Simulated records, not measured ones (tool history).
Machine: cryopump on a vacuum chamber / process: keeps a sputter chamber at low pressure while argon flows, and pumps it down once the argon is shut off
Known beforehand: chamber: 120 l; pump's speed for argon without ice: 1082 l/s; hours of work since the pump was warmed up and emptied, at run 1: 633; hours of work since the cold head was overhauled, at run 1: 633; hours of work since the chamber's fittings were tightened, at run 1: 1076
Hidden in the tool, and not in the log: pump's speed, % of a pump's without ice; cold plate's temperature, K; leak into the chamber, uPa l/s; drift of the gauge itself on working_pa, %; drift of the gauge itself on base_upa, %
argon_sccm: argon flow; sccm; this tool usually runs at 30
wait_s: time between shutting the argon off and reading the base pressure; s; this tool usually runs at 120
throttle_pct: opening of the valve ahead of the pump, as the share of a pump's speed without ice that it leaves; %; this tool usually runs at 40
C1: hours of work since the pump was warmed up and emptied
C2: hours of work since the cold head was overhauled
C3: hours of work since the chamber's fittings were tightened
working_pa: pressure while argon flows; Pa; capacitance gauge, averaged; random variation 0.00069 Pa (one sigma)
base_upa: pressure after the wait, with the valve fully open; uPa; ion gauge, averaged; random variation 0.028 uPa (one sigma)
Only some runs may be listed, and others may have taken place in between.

run 1 hour=0 | argon_sccm=30 wait_s=120 throttle_pct=40 | C1=633 C2=633 C3=1076 | working_pa=0.1247 base_upa=1.58
run 2 hour=32.6 | argon_sccm=30 wait_s=120 throttle_pct=40 | C1=648 C2=648 C3=1092 | working_pa=0.1249 base_upa=1.56
run 3 hour=47 | argon_sccm=30 wait_s=120 throttle_pct=23 | C1=655 C2=655 C3=1099 | working_pa=0.2102 base_upa=1.61
run 4 hour=80.7 | argon_sccm=30 wait_s=42 throttle_pct=23 | C1=672 C2=672 C3=1115 | working_pa=0.2123 base_upa=3.61
run 5 hour=107.1 | argon_sccm=30 wait_s=120 throttle_pct=40 | C1=684 C2=684 C3=1128 | working_pa=0.1245 base_upa=1.62
run 6 hour=134.6 | argon_sccm=30 wait_s=120 throttle_pct=40 | C1=698 C2=698 C3=1141 | working_pa=0.1239 base_upa=1.67
run 7 hour=150.9 | argon_sccm=30 wait_s=120 throttle_pct=40 | C1=705 C2=705 C3=1149 | working_pa=0.1249 base_upa=1.68
run 8 hour=173.5 | argon_sccm=30 wait_s=120 throttle_pct=40 | C1=716 C2=716 C3=1160 | working_pa=0.1251 base_upa=1.63
run 9 hour=190.7 | argon_sccm=30 wait_s=120 throttle_pct=40 | C1=725 C2=725 C3=1168 | working_pa=0.1259 base_upa=1.6
run 10 hour=207.5 | argon_sccm=30 wait_s=120 throttle_pct=40 | C1=733 C2=733 C3=1176 | working_pa=0.1246 base_upa=1.65
run 11 hour=241.1 | argon_sccm=30 wait_s=120 throttle_pct=56 | C1=749 C2=749 C3=1192 | working_pa=0.091 base_upa=1.71
run 12 hour=272.9 | argon_sccm=30 wait_s=120 throttle_pct=56 | C1=765 C2=765 C3=1208 | working_pa=0.091 base_upa=1.68
run 13 hour=303 | argon_sccm=30 wait_s=120 throttle_pct=56 | C1=779 C2=779 C3=1222 | working_pa=0.0924 base_upa=1.68
run 14 hour=320.4 | argon_sccm=30 wait_s=120 throttle_pct=56 | C1=787 C2=787 C3=1231 | working_pa=0.0922 base_upa=1.68
run 15 hour=351.9 | argon_sccm=30 wait_s=120 throttle_pct=56 | C1=803 C2=803 C3=1246 | working_pa=0.0921 base_upa=1.65
run 16 hour=381.1 | argon_sccm=51 wait_s=204 throttle_pct=40 | C1=817 C2=817 C3=1260 | working_pa=0.2144 base_upa=1.22
run 17 hour=406.8 | argon_sccm=30 wait_s=239 throttle_pct=22 | C1=829 C2=829 C3=1273 | working_pa=0.223 base_upa=1.18
run 18 hour=421.7 | argon_sccm=30 wait_s=239 throttle_pct=22 | C1=836 C2=836 C3=1280 | working_pa=0.2227 base_upa=1.12
run 19 hour=446.7 | argon_sccm=30 wait_s=239 throttle_pct=22 | C1=849 C2=849 C3=1292 | working_pa=0.2204 base_upa=1.16
run 20 hour=479.2 | argon_sccm=30 wait_s=239 throttle_pct=22 | C1=864 C2=864 C3=1308 | working_pa=0.2219 base_upa=1.15
run 21 hour=503.2 | argon_sccm=30 wait_s=239 throttle_pct=22 | C1=876 C2=876 C3=1319 | working_pa=0.222 base_upa=1.15
run 22 hour=531 | argon_sccm=14 wait_s=120 throttle_pct=31 | C1=889 C2=889 C3=1333 | working_pa=0.0764 base_upa=1.68
run 23 hour=558.5 | argon_sccm=14 wait_s=120 throttle_pct=31 | C1=903 C2=903 C3=1346 | working_pa=0.0748 base_upa=1.65
run 24 hour=572.6 | argon_sccm=44 wait_s=120 throttle_pct=19 | C1=909 C2=909 C3=1353 | working_pa=0.3763 base_upa=1.68
run 25 hour=605.7 | argon_sccm=44 wait_s=120 throttle_pct=54 | C1=925 C2=925 C3=1369 | working_pa=0.142 base_upa=1.71
run 26 hour=628.7 | argon_sccm=30 wait_s=120 throttle_pct=52 | C1=937 C2=937 C3=1380 | working_pa=0.1 base_upa=1.67
run 27 hour=654.9 | argon_sccm=28 wait_s=44 throttle_pct=26 | C1=949 C2=949 C3=1393 | working_pa=0.1787 base_upa=3.38
run 28 hour=670.7 | argon_sccm=13 wait_s=120 throttle_pct=40 | C1=957 C2=957 C3=1400 | working_pa=0.0558 base_upa=1.67

Results per run with the tool's hidden condition removed, run-to-run variation unchanged:
run=1 working_pa=0.1179 base_upa=1.32
run=2 working_pa=0.118 base_upa=1.3
run=3 working_pa=0.2032 base_upa=1.34
run=4 working_pa=0.2051 base_upa=3.33
run=5 working_pa=0.1172 base_upa=1.34
run=6 working_pa=0.1164 base_upa=1.38
run=7 working_pa=0.1173 base_upa=1.39
run=8 working_pa=0.1174 base_upa=1.34
run=9 working_pa=0.118 base_upa=1.32
run=10 working_pa=0.1166 base_upa=1.35
run=11 working_pa=0.0828 base_upa=1.4
run=12 working_pa=0.0827 base_upa=1.37
run=13 working_pa=0.0839 base_upa=1.37
run=14 working_pa=0.0836 base_upa=1.37
run=15 working_pa=0.0833 base_upa=1.33
run=16 working_pa=0.199 base_upa=0.9
run=17 working_pa=0.2137 base_upa=0.85
run=18 working_pa=0.2134 base_upa=0.78
run=19 working_pa=0.211 base_upa=0.83
run=20 working_pa=0.2122 base_upa=0.81
run=21 working_pa=0.2121 base_upa=0.81
run=22 working_pa=0.0717 base_upa=1.33
run=23 working_pa=0.07 base_upa=1.31
run=24 working_pa=0.3612 base_upa=1.32
run=25 working_pa=0.1266 base_upa=1.35
run=26 working_pa=0.0894 base_upa=1.3
run=27 working_pa=0.1686 base_upa=3.03
run=28 working_pa=0.0511 base_upa=1.3

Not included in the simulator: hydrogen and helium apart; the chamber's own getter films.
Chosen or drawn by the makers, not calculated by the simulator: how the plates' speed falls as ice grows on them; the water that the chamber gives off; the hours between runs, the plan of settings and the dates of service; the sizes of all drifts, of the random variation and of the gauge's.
